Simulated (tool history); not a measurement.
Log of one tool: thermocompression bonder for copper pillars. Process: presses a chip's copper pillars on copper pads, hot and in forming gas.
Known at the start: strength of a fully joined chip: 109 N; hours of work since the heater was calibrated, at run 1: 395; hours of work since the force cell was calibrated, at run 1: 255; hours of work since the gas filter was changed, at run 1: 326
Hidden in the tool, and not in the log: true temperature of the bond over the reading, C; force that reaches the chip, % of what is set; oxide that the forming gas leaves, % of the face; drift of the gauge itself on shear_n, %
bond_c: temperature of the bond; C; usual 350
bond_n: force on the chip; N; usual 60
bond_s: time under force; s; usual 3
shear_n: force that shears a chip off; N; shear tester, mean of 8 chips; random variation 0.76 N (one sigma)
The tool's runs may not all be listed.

run    hour  bond_c  bond_n  bond_s  hours of work since the heater was calibrated  hours of work since the force cell was calibrated  hours of work since the gas filter was changed  shear_n
  1     0.0     350      60       3                                            395                                                255                                             326     53.5
  2    79.2     360      60       3                                            442                                                303                                             374     59.4
      124.0  -- forming gas filter changed
  3   141.0     360      60       3                                            479                                                340                                              10     67.5
  4   216.3     360      60       3                                            524                                                385                                              56     63.9
  5   269.4     360      60       3                                            557                                                417                                              88     63.9
  6   331.4     360      60       3                                            594                                                455                                             125     64.0
  7   422.7     350      60       3                                            649                                                510                                             180     57.3
  8   507.8     350      60       2                                            700                                                561                                             231     48.8
  9   550.8     350      60       2                                            726                                                587                                             257     48.4
 10   648.3     350      60       2                                            785                                                646                                             316     48.4
 11   750.3     350      60       3                                            846                                                707                                             377     54.4
      793.5  -- forming gas filter changed
 12   836.0     350      60       3                                            897                                                758                                              26     60.2
 13   899.5     350      60       3                                            936                                                796                                              64     59.3
 14   950.8     350      60       3                                            966                                                827                                              95     59.3
 15  1012.4     350      60       3                                           1004                                                864                                             132     59.8
 16  1095.2     350      38       5                                           1053                                                914                                             182     50.9
 17  1167.0     359      36       6                                           1097                                                958                                             225     57.6
 18  1213.8     369      52       3                                           1125                                                986                                             253     62.5
 19  1263.3     378      49       2                                           1155                                               1016                                             283     56.6
 20  1306.4     325      51       2                                           1181                                               1042                                             309     31.5
 21  1351.1     325      51       2                                           1208                                               1068                                             336     30.6
 22  1446.8     332      45       4                                           1265                                               1126                                             393     40.6
     1459.5  -- forming gas filter changed
 23  1495.9     372      45       4                                           1294                                               1155                                              22     70.8
 24  1557.8     372      45       4                                           1332                                               1193                                              59     69.3
 25  1659.2     372      46       4                                           1393                                               1254                                             120     69.2
 26  1750.1     339      51       9                                           1447                                               1308                                             175     67.8
 27  1828.4     339      51       9                                           1495                                               1356                                             222     66.4
 28  1872.7     351      52       3                                           1521                                               1382                                             249     53.9
 29  1939.0     373      69       2                                           1561                                               1422                                             289     65.9
     1948.3  -- heater calibrated with a thermocouple chip
 30  2016.5     339      38       3                                             41                                               1468                                             334     30.1

Forecast each of these 3 alternatives for the next run:
  A  2117.6     322      60       9                                            102                                               1529                                             395        ?
  B  2117.6     374      78       4                                            102                                               1529                                             395        ?
  C  2117.6     336      46       3                                            102                                               1529                                             395        ?

run  shear_n
  A     52.0
  B     74.4
  C     33.1
Without the tool's hidden state the same runs would have given:
run  shear_n
  A     61.3
  B     86.3
  C     39.3
